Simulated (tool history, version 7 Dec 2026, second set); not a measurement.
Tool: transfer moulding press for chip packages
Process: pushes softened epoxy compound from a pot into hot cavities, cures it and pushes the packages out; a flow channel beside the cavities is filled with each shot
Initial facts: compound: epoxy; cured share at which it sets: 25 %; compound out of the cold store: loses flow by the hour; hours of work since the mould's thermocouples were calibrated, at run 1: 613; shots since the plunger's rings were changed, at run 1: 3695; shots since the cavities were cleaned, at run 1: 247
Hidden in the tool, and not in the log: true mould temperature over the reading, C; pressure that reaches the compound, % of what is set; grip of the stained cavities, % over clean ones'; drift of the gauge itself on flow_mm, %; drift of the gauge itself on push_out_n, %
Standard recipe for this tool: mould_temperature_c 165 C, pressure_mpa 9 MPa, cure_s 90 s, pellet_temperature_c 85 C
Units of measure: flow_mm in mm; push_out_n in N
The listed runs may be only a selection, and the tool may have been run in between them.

run,hour,mould_temperature_c,pressure_mpa,cure_s,pellet_temperature_c,hours of work since the mould's thermocouples were calibrated,shots since the plunger's rings were changed,shots since the cavities were cleaned,incoming compound's hours out of the cold store,flow_mm,push_out_n
1,0,165,9,90,85,613,3695,247,44.1,516,604
2,31.4,165,9,90,85,637,4170,722,41.8,520,752
# hour 39.6: cavities cleaned with cleaning compound and waxed
3,62.1,165,9,90,85,658,4612,340,31.8,545,658
# hour 96.2: cavities cleaned with cleaning compound and waxed
4,104,165,9,90,85,689,5223,118,45.5,500,564
5,140.9,165,9,90,85,716,5782,677,12.7,593,743
# hour 151.9: plunger's sealing rings changed
# hour 156.1: cavities cleaned with cleaning compound and waxed
6,177.8,165,9,90,85,741,370,329,38.5,557,642
# hour 212: cavities cleaned with cleaning compound and waxed
7,213.1,165,9,120,85,766,881,17,20.4,611,454
8,248.1,165,9,98,85,792,1411,547,15.6,634,675
# hour 268.1: cavities cleaned with cleaning compound and waxed
# hour 283.8: mould's thermocouples calibrated
9,283.8,165,9,98,85,0,1899,209,47.6,514,574
# hour 328: cavities cleaned with cleaning compound and waxed
10,334.8,165,9,98,85,37,2647,102,36.6,553,546
11,359.6,165,9,98,85,55,3022,477,10.3,644,693
# hour 386.1: cavities cleaned with cleaning compound and waxed
12,404.7,165,9,90,85,88,3683,282,10.9,629,666
# hour 442.4: cavities cleaned with cleaning compound and waxed
13,452.1,171,9,90,85,122,4378,147,44.4,504,525
# hour 497.6: cavities cleaned with cleaning compound and waxed
14,505.2,173,9,95,77,161,5157,114,34.6,515,507
15,538.4,165,10.6,95,89,186,5660,617,37.3,562,700
# hour 556.3: plunger's sealing rings changed
# hour 557.8: cavities cleaned with cleaning compound and waxed
16,579,162,7.99,105,94,213,321,321,34.4,540,619
17,607.9,162,7.99,105,94,235,757,757,46.3,507,725
# hour 616.5: cavities cleaned with cleaning compound and waxed
18,643.1,162,7.99,105,94,260,1268,402,42.2,508,619
# hour 674.6: cavities cleaned with cleaning compound and waxed
19,687.3,162,7.99,105,94,292,1914,192,10.3,602,589
20,722.1,158,7.39,79,76,318,2442,720,44.8,486,1347
# hour 729.9: cavities cleaned with cleaning compound and waxed
21,774,161,9.88,90,79,355,3203,667,47.5,539,865
# hour 786.2: cavities cleaned with cleaning compound and waxed
22,800.7,171,9.88,127,90,374,3586,221,12.6,637,549
23,824.3,165,9,71,85,392,3943,578,8.9,626,1215

What if the next run were any one of these 3? Each begins from the tool's condition after run 23:
# hour 843.6: cavities cleaned with cleaning compound and waxed
A,877.3,165,9,115,77,430,4721,509,33,?,?
# hour 843.6: cavities cleaned with cleaning compound and waxed
B,877.3,158,9,71,85,430,4721,509,11.3,?,?
# hour 843.6: cavities cleaned with cleaning compound and waxed
C,877.3,167,9.02,74,85,430,4721,509,9.8,?,?

run,flow_mm,push_out_n
A,539,652
B,628,1876
C,614,856
With no hidden state in the tool, these same runs would have given:
run,flow_mm,push_out_n
A,580,478
B,676,1493
C,661,685
